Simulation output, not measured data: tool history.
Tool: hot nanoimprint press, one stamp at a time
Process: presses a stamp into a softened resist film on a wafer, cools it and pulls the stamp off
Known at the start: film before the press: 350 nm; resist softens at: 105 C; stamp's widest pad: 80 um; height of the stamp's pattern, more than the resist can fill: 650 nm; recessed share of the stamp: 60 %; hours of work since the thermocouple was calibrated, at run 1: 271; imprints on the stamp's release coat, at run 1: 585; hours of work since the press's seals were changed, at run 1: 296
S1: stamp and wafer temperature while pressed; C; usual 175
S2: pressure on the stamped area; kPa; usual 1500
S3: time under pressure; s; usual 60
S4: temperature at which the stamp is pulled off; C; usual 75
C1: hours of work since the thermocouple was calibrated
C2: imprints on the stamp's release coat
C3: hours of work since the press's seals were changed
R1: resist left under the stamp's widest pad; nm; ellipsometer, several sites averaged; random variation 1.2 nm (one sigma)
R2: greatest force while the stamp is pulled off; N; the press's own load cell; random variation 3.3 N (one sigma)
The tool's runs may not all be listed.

| run | hour | S1 | S2 | S3 | S4 | C1 | C2 | C3 | R1 | R2 |
|---|---|---|---|---|---|---|---|---|---|---|
| 1 | 0.0 | 175 | 1500 | 60 | 75 | 271 | 585 | 296 | 188.0 | 159 |
| 2 | 16.1 | 175 | 1500 | 60 | 75 | 283 | 656 | 308 | 185.5 | 162 |
| 3 | 27.2 | 175 | 1500 | 81 | 75 | 292 | 705 | 316 | 170.6 | 159 |
| 4 | 50.0 | 175 | 1500 | 60 | 68 | 309 | 805 | 333 | 187.6 | 187 |
| 5 | 61.7 | 181 | 1500 | 60 | 75 | 318 | 857 | 342 | 149.3 | 160 |
| 6 | 75.2 | 181 | 1500 | 60 | 75 | 328 | 916 | 352 | 148.1 | 158 |
|  | 91.9 | stamp cleaned and given a new release coat |
| 7 | 105.7 | 175 | 1500 | 60 | 75 | 346 | 61 | 371 | 189.6 | 161 |
|  | 110.4 | plate thermocouple calibrated |
| 8 | 128.9 | 175 | 1500 | 80 | 75 | 14 | 150 | 386 | 171.5 | 156 |
| 9 | 145.6 | 176 | 1620 | 60 | 75 | 26 | 223 | 398 | 172.9 | 160 |
| 10 | 165.7 | 176 | 1620 | 60 | 75 | 42 | 312 | 413 | 177.5 | 161 |
| 11 | 187.0 | 174 | 1620 | 60 | 64 | 58 | 406 | 429 | 189.5 | 213 |
| 12 | 199.9 | 174 | 1620 | 60 | 81 | 67 | 462 | 439 | 189.1 | 132 |
| 13 | 221.8 | 174 | 1620 | 60 | 81 | 84 | 559 | 455 | 189.2 | 134 |

How the hidden state differs across the entries between the runs, from the last listed run before each to the first after it:
Between runs 6 and 7: stamp cleaned and given a new release coat (hour 91.9)
  grip of the stamp's worn release coat, % over a new coat's: 0.8 -> 0
Between runs 7 and 8: plate thermocouple calibrated (hour 110.4)
  true temperature over the reading, C: -0.02 -> 0; grip of the stamp's worn release coat, % over a new coat's: 0 -> 0.1

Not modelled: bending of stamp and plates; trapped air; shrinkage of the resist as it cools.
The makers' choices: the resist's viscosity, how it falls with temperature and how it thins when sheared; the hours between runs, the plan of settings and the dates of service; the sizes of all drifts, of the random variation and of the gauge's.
